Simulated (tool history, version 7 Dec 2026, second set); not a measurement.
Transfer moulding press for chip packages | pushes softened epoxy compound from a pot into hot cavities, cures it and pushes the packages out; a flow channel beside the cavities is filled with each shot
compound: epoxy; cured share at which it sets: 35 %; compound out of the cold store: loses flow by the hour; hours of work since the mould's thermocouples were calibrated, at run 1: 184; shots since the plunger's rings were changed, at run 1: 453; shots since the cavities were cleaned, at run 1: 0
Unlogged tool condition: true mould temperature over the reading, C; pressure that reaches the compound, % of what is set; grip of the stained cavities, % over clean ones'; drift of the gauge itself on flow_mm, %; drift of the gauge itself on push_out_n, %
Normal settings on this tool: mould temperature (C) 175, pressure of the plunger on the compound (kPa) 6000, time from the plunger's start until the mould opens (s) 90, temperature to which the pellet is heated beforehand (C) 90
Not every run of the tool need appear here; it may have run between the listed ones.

run    hour  mould temperature (C)  pressure of the plunger on the compound (kPa)  time from the plunger's start until the mould opens (s)  temperature to which the pellet is heated beforehand (C)  hours of work since the mould's thermocouples were calibrated  shots since the plunger's rings were changed  shots since the cavities were cleaned  incoming compound's hours out of the cold store  length that the compound runs in the flow channel (mm)  greatest force on the pins that push the packages out (N)
  1     0.0                    175                                           6000                                                       90                                                        90                                                            184                                           453                                      0                                             20.3                                                     608                                                        194
  2    32.2                    175                                           6000                                                       90                                                        90                                                            201                                           837                                    384                                             15.3                                                     620                                                        254
  3    55.5                    175                                           6000                                                       90                                                        90                                                            214                                          1115                                    662                                             11.3                                                     626                                                        280
       71.0  -- cavities cleaned with cleaning compound and waxed
  4    85.6                    175                                           6000                                                       90                                                        90                                                            230                                          1455                                    174                                             34.2                                                     578                                                        309
  5   125.4                    175                                           6000                                                       90                                                        90                                                            252                                          1930                                    649                                             17.1                                                     606                                                        323
      139.0  -- cavities cleaned with cleaning compound and waxed
  6   181.1                    175                                           6000                                                       90                                                        90                                                            282                                          2575                                    501                                             13.2                                                     609                                                        269
      208.0  -- cavities cleaned with cleaning compound and waxed
  7   220.1                    175                                           6000                                                       90                                                        90                                                            302                                          3022                                    144                                             23.3                                                     583                                                        226
      231.9  -- mould's thermocouples calibrated
  8   271.1                    181                                           6000                                                       90                                                        90                                                             22                                          3606                                    728                                             35.4                                                     539                                                        243
      280.1  -- cavities cleaned with cleaning compound and waxed
  9   324.0                    181                                           6000                                                       90                                                        90                                                             50                                          4219                                    523                                             35.9                                                     534                                                        222
      335.3  -- cavities cleaned with cleaning compound and waxed, once more
 10   353.3                    181                                           6000                                                       90                                                        90                                                             65                                          4550                                    214                                             29.5                                                     544                                                        209
 11   391.8                    175                                           6000                                                      124                                                        90                                                             87                                          5009                                    673                                             12.9                                                     589                                                        236
      405.3  -- cavities cleaned with cleaning compound and waxed
      439.7  -- plunger's sealing rings changed
 12   442.8                    175                                           6000                                                      124                                                        90                                                            112                                            37                                    416                                             19.8                                                     620                                                        217
      475.2  -- cavities cleaned with cleaning compound and waxed
 13   498.2                    175                                           6000                                                      124                                                        90                                                            142                                           680                                    275                                             41.2                                                     575                                                        207
 14   533.2                    175                                           6000                                                      124                                                        90                                                            162                                          1097                                    692                                             18.7                                                     610                                                        234
      544.8  -- cavities cleaned with cleaning compound and waxed
 15   573.9                    175                                           6000                                                      124                                                        90                                                            183                                          1564                                    346                                             13.2                                                     618                                                        212
 16   608.8                    173                                           6000                                                      114                                                        94                                                            202                                          1980                                    762                                             46.1                                                     556                                                        242
      614.4  -- cavities cleaned with cleaning compound and waxed
 17   651.7                    182                                           6000                                                      114                                                        94                                                            225                                          2474                                    445                                             17.4                                                     581                                                        217
      681.4  -- cavities cleaned with cleaning compound and waxed
 18   705.7                    170                                           5830                                                       74                                                        93                                                            254                                          3100                                    290                                             10.9                                                     617                                                        525
 19   737.7                    169                                           7370                                                      105                                                        84                                                            272                                          3481                                    671                                             17.8                                                     677                                                        313
      752.4  -- cavities cleaned with cleaning compound and waxed
 20   794.1                    169                                           7370                                                      105                                                        84                                                            302                                          4134                                    496                                              9.2                                                     688                                                        305
      807.5  -- mould's thermocouples calibrated
      821.5  -- cavities cleaned with cleaning compound and waxed
 21   835.8                    169                                           7370                                                      105                                                        84                                                             15                                          4590                                    170                                             46.4                                                     603                                                        244
      889.5  -- cavities cleaned with cleaning compound and waxed
 22   892.2                    175                                           5820                                                       90                                                        90                                                             45                                          5245                                     32                                             40.8                                                     525                                                        212
      922.1  -- plunger's sealing rings changed
 23   944.1                    175                                           5820                                                       90                                                        90                                                             72                                           262                                    620                                             12.0                                                     621                                                        290
      962.3  -- cavities cleaned with cleaning compound and waxed
 24   970.8                    172                                           5000                                                       90                                                        90                                                             86                                           563                                    102                                             29.7                                                     550                                                        260
 25  1020.2                    175                                           6000                                                       90                                                        85                                                            113                                          1151                                    690                                             18.9                                                     608                                                        291
     1029.8  -- cavities cleaned with cleaning compound and waxed
 26  1049.1                    175                                           6000                                                       90                                                        85                                                            129                                          1478                                    230                                             17.4                                                     607                                                        244
 27  1085.3                    170                                           5390                                                      106                                                        81                                                            149                                          1910                                    662                                              9.2                                                     605                                                        293

Selected run-to-run steps in length that the compound runs in the flow channel (mm), each split into two signed amounts: the part the tool would show with no hidden state at all (from settings, incoming material and random variation), and the remainder, which goes to the hidden state together with any gauge scatter not common to the measured and the hidden-state-free results:
Run 11 -> 12: cavities cleaned with cleaning compound and waxed, plunger's sealing rings changed. length that the compound runs in the flow channel (mm) +31: hidden state +48, all else -17.
Run 20 -> 21: mould's thermocouples calibrated, cavities cleaned with cleaning compound and waxed. length that the compound runs in the flow channel (mm) -85: hidden state +2, all else -87.
Run 22 -> 23: plunger's sealing rings changed. length that the compound runs in the flow channel (mm) +96: hidden state +40, all else +56.

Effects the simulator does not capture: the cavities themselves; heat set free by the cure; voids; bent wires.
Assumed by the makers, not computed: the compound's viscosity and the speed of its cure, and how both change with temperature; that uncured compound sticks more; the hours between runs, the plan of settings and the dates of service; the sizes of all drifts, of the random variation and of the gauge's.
